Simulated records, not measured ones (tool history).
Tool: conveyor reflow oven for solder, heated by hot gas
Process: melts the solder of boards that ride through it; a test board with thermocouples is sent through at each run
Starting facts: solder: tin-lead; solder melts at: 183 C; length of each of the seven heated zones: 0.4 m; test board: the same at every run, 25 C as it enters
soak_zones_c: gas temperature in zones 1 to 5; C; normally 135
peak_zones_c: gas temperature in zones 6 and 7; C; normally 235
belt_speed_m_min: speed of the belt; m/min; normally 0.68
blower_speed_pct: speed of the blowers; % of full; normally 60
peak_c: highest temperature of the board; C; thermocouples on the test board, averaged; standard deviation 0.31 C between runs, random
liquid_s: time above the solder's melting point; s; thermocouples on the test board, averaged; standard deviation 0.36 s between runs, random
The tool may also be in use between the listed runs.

| run | hour | soak_zones_c | peak_zones_c | belt_speed_m_min | blower_speed_pct | peak_c | liquid_s |
|---|---|---|---|---|---|---|---|
| 1 | 0 | 135 | 235 | 0.68 | 60 | 218.9 | 52.8 |
| 2 | 11.3 | 135 | 235 | 0.68 | 60 | 218.6 | 52.3 |
| 3 | 25.1 | 135 | 235 | 0.68 | 80 | 223 | 56.4 |
| 4 | 35.4 | 135 | 235 | 0.68 | 80 | 223.5 | 56 |
| 5 | 42.9 | 135 | 235 | 0.667 | 60 | 219.1 | 54.5 |
|  | 59.1 | flux residue cleaned out of gas plates and filters |
| 6 | 62.2 | 135 | 235 | 0.667 | 60 | 219.8 | 54.8 |
| 7 | 69.9 | 135 | 235 | 0.616 | 60 | 222.3 | 62.3 |
| 8 | 85 | 135 | 235 | 0.68 | 60 | 218.8 | 53.8 |
| 9 | 98.6 | 122 | 235 | 0.68 | 60 | 217.1 | 47.9 |
| 10 | 109.2 | 122 | 235 | 0.68 | 60 | 217 | 47.6 |
| 11 | 120 | 135 | 227 | 0.68 | 60 | 211.8 | 48.6 |
|  | 124.7 | belt drive overhauled, speed set with a stopwatch |
| 12 | 131.6 | 135 | 235 | 0.68 | 60 | 218.8 | 53.8 |
| 13 | 140.1 | 135 | 235 | 0.721 | 60 | 216.9 | 49 |
| 14 | 150 | 135 | 235 | 0.68 | 60 | 219.3 | 53.4 |
| 15 | 164.4 | 135 | 235 | 0.68 | 60 | 218.9 | 53.7 |
| 16 | 177.5 | 148 | 235 | 0.68 | 89 | 227.6 | 63 |
| 17 | 187.9 | 136 | 223 | 0.68 | 58 | 208.8 | 45.1 |
| 18 | 201.8 | 136 | 223 | 0.551 | 63 | 214.7 | 64.6 |
|  | 211.3 | belt drive overhauled, speed set with a stopwatch, once more |
| 19 | 213.5 | 136 | 223 | 0.551 | 63 | 214.3 | 64.9 |
| 20 | 224.1 | 141 | 247 | 0.542 | 60 | 237.8 | 82.7 |
| 21 | 237.7 | 141 | 247 | 0.542 | 60 | 237.6 | 81.7 |
| 22 | 245.4 | 134 | 247 | 0.724 | 51 | 223.2 | 51.6 |
| 23 | 257.2 | 135 | 235 | 0.571 | 55 | 223.1 | 67.6 |
| 24 | 263.9 | 135 | 235 | 0.571 | 55 | 222.9 | 67.2 |
| 25 | 277.6 | 140 | 235 | 0.682 | 50 | 216.4 | 51.8 |
| 26 | 289.8 | 147 | 232 | 0.561 | 78 | 226.1 | 76.2 |
| 27 | 300.6 | 135 | 235 | 0.576 | 60 | 223.4 | 67.4 |
| 28 | 312 | 135 | 235 | 0.576 | 60 | 223.3 | 67.8 |
| 29 | 321 | 127 | 235 | 0.68 | 60 | 217.4 | 50 |
|  | 336.9 | flux residue cleaned out of gas plates and filters |
| 30 | 339.8 | 133 | 225 | 0.588 | 51 | 212 | 55.4 |

Hidden state or all else? Some run-to-run changes of peak_c, split into what the settings, what came in and random variation would give without the hidden state, and what is left for the hidden state (with any gauge scatter that isn't in both results):
Unlogged tool condition in this case: heat that the gas passes to the board, % of a clean oven's; belt's true speed, % of the reading; true gas temperature in zones 6 and 7 over the reading, C; drift of the gauge itself on peak_c, C; drift of the gauge itself on liquid_s, %.
Run 5 -> 6: flux residue cleaned out of gas plates and filters. peak_c +0.7 C: hidden state +0.8, all else -0.1.
Run 16 -> 17: soak_zones_c 148 -> 136, peak_zones_c 235 -> 223, blower_speed_pct 89 -> 58. peak_c -18.8 C: hidden state +0, all else -18.8.
Run 19 -> 20: soak_zones_c 136 -> 141, peak_zones_c 223 -> 247, belt_speed_m_min 0.551 -> 0.542, blower_speed_pct 63 -> 60. peak_c +23.5 C: hidden state +0, all else +23.5.
Run 21 -> 22: soak_zones_c 141 -> 134, belt_speed_m_min 0.542 -> 0.724, blower_speed_pct 60 -> 51. peak_c -14.4 C: hidden state -0.2, all else -14.2.
Run 28 -> 29: soak_zones_c 135 -> 127, belt_speed_m_min 0.576 -> 0.68. peak_c -5.9 C: hidden state -0.3, all else -5.6.
Run 29 -> 30: soak_zones_c 127 -> 133, peak_zones_c 235 -> 225, belt_speed_m_min 0.68 -> 0.588, blower_speed_pct 60 -> 51, flux residue cleaned out of gas plates and filters. peak_c -5.4 C: hidden state +0.8, all else -6.2.

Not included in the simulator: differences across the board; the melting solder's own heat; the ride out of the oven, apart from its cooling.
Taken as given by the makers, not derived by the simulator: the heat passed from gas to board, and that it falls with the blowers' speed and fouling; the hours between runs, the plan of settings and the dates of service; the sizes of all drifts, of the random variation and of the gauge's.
